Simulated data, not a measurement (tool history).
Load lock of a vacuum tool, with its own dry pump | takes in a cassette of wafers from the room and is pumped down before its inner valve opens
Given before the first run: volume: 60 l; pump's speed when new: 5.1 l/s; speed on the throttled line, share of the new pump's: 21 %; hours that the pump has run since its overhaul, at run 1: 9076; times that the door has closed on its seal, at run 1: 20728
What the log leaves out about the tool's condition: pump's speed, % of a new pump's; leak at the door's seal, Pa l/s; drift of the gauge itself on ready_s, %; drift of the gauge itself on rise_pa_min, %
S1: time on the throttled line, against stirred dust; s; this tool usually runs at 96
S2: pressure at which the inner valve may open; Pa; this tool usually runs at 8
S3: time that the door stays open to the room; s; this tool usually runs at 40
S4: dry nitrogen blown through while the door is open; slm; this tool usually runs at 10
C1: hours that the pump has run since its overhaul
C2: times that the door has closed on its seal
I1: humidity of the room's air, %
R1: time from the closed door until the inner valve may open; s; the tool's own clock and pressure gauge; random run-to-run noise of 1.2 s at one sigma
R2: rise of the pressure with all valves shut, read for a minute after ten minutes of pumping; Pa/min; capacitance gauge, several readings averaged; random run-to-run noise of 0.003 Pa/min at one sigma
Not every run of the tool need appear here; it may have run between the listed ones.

{"run": 1, "day": 0.0, "S1": 96, "S2": 8, "S3": 40, "S4": 10, "C1": 9076, "C2": 20728, "I1": 45.5, "R1": 197.9, "R2": 0.187}
{"run": 2, "day": 9.9, "S1": 96, "S2": 8, "S3": 40, "S4": 10, "C1": 9313, "C2": 21252, "I1": 45.1, "R1": 198.7, "R2": 0.197}
{"run": 3, "day": 19.054, "S1": 96, "S2": 8, "S3": 40, "S4": 10, "C1": 9533, "C2": 21737, "I1": 46.4, "R1": 199.4, "R2": 0.196}
{"run": 4, "day": 25.367, "S1": 96, "S2": 8, "S3": 40, "S4": 10, "C1": 9685, "C2": 22071, "I1": 45.2, "R1": 198.3, "R2": 0.206}
{"run": 5, "day": 31.808, "S1": 96, "S2": 8, "S3": 40, "S4": 10, "C1": 9839, "C2": 22413, "I1": 46.1, "R1": 200.9, "R2": 0.207}
{"run": 6, "day": 40.962, "S1": 96, "S2": 8, "S3": 40, "S4": 10, "C1": 10059, "C2": 22897, "I1": 43.2, "R1": 200.9, "R2": 0.213}
{"run": 7, "day": 49.633, "S1": 96, "S2": 8, "S3": 40, "S4": 10, "C1": 10267, "C2": 23356, "I1": 48.6, "R1": 199.1, "R2": 0.22}
{"run": 8, "day": 54.833, "S1": 96, "S2": 8, "S3": 40, "S4": 10, "C1": 10392, "C2": 23632, "I1": 45.4, "R1": 200.9, "R2": 0.217}
{"run": 9, "day": 59.717, "S1": 96, "S2": 8, "S3": 40, "S4": 10, "C1": 10509, "C2": 23891, "I1": 46.4, "R1": 200.3, "R2": 0.236}
{"run": 10, "day": 63.838, "S1": 96, "S2": 8, "S3": 40, "S4": 10, "C1": 10608, "C2": 24109, "I1": 44.3, "R1": 199.5, "R2": 0.233}

What will run 11 give?
{"run": 11, "day": 73.296, "S1": 96, "S2": 8, "S3": 40, "S4": 10, "C1": 10835, "C2": 24610, "I1": 45.4, "R1": "?", "R2": "?"}

R1: 199.6 s
R2: 0.240 Pa/min
Without the tool's hidden state the same run would have given R1 187.7 s, R2 0.028 Pa/min.
